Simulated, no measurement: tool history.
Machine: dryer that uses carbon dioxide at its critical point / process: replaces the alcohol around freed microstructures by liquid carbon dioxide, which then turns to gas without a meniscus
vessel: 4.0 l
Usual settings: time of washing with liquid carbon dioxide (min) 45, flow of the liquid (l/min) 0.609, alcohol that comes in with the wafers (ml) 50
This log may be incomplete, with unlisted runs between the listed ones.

run	hour	time of washing with liquid carbon dioxide (min)	flow of the liquid (l/min)	alcohol that comes in with the wafers (ml)	alcohol left in the vessel before it's heated (ppm by volume)
1	0.0	45	0.609	50	95
2	36.9	45	0.609	50	100
# hour 45.0: inlet filter changed
3	61.3	45	0.609	50	85
4	90.4	45	0.609	50	91
5	123.7	45	0.609	50	89
6	174.9	45	0.609	50	96
7	198.7	45	0.609	50	90
8	246.2	45	0.609	50	101
9	292.1	45	0.609	50	119
10	326.9	45	0.609	50	119
11	371.3	45	0.609	50	120
12	414.8	45	0.609	50	137
13	463.9	45	0.405	50	404
# hour 492.7: inlet filter changed
14	498.1	45	0.609	50	121
15	545.7	31	0.609	50	267
16	577.6	31	0.609	50	259
17	601.3	31	0.609	50	281
18	642.0	31	0.609	50	283
19	678.3	45	0.828	50	127
20	705.5	45	0.641	50	134
21	731.8	45	0.641	50	134
# hour 750.9: purifier's bed changed
22	785.2	45	0.641	50	34
23	831.1	45	0.641	50	36
24	885.0	45	0.641	50	48
25	910.8	38	0.609	50	123
# hour 941.8: inlet filter changed
26	956.5	38	0.609	50	89
27	990.1	45	0.609	96	67
28	1023.6	33	0.738	21	43
29	1075.0	33	0.738	21	51
30	1127.6	69	0.474	103	61
31	1168.9	33	0.609	22	102
32	1219.7	28	0.790	49	152
33	1242.9	40	0.867	32	53
34	1279.3	39	0.867	32	58
35	1327.3	39	0.867	32	65
36	1366.5	47	0.705	34	68
# hour 1387.3: inlet filter changed
37	1421.5	47	0.467	34	126
38	1452.5	47	0.535	34	94
39	1483.9	47	0.535	34	104
40	1529.7	27	0.523	39	488
41	1564.9	45	0.397	109	655
42	1587.7	45	0.470	76	276
43	1616.9	44	0.396	66	477
44	1642.0	55	0.396	23	144
45	1667.7	61	0.405	23	114
46	1714.7	61	0.405	27	129

Each row is a separate what-if for the run after 46, all from the same tool condition, not one after another. Results?
A	1755.7	61	0.405	111	?
B	1755.7	67	0.609	50	?
C	1755.7	45	0.533	50	?
D	1755.7	31	0.563	29	?
E	1755.7	61	0.494	28	?

run	alcohol left in the vessel before it's heated (ppm by volume)
A	277
B	96
C	181
D	293
E	106
Take away the tool's hidden state, keep each run's random variation, and the runs would have read:
run	alcohol left in the vessel before it's heated (ppm by volume)
A	112
B	5
C	54
D	139
E	10
